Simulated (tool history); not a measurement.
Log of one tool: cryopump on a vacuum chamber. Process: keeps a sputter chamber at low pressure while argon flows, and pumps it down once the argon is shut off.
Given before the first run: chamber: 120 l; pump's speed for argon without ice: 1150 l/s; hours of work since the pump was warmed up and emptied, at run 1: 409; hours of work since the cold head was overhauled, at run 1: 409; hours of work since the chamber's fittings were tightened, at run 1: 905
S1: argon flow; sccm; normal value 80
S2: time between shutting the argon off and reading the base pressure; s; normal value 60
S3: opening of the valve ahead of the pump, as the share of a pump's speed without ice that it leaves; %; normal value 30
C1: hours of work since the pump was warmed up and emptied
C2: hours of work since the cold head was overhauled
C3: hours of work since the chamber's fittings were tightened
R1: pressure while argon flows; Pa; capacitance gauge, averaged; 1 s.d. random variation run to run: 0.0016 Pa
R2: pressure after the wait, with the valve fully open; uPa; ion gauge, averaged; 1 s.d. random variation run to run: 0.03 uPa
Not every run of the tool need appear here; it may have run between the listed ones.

run,hour,S1,S2,S3,C1,C2,C3,R1,R2
1,0.0,80,60,30,409,409,905,0.4170,2.47
2,35.8,80,60,30,435,435,931,0.4160,2.61
3,66.9,97,60,30,458,458,954,0.5087,2.57
# hour 101.2: pump warmed up, emptied and cooled again
4,110.0,97,45,30,6,486,982,0.4804,2.79
5,147.1,97,54,30,34,514,1010,0.4780,2.57
6,172.1,80,60,27,52,532,1028,0.4408,2.51
7,203.0,80,210,27,75,555,1051,0.4402,1.57
8,238.5,80,210,27,101,581,1077,0.4378,1.64
9,276.7,80,210,27,129,609,1105,0.4440,1.68
10,300.2,80,60,30,147,627,1123,0.3992,2.59
11,318.9,80,60,30,160,640,1136,0.3992,2.60
12,354.1,80,60,30,186,666,1162,0.4046,2.59
13,392.8,37,144,30,215,695,1191,0.1858,1.95
14,433.0,99,60,17,245,724,1221,0.8728,2.83
15,463.2,51,60,37,267,747,1243,0.2124,2.73
16,490.1,56,109,37,287,767,1263,0.2328,2.19
17,509.1,58,109,49,301,781,1277,0.1888,2.31
18,539.9,123,136,30,323,803,1299,0.6292,2.08
19,576.1,123,24,30,350,830,1326,0.6317,4.62
20,605.3,123,24,30,372,851,1348,0.6340,4.74
21,633.4,123,274,30,392,872,1368,0.6372,1.98
22,667.1,48,60,30,417,897,1393,0.2490,2.98
23,693.8,48,60,30,437,917,1413,0.2506,3.01

Below are 4 alternative next runs, each starting from the tool's condition after run 23. Predict each:
A,720.9,83,60,15,457,937,1433,?,?
B,720.9,48,60,18,457,937,1433,?,?
C,720.9,47,31,30,457,937,1433,?,?
D,720.9,58,280,53,457,937,1433,?,?

run,R1,R2
A,0.8373,3.02
B,0.4095,3.04
C,0.2468,4.25
D,0.1821,2.11
With the hidden condition removed and each run's random variation left untouched, the same runs would have given:
run,R1,R2
A,0.8106,1.44
B,0.3939,1.44
C,0.2315,2.62
D,0.1632,0.51
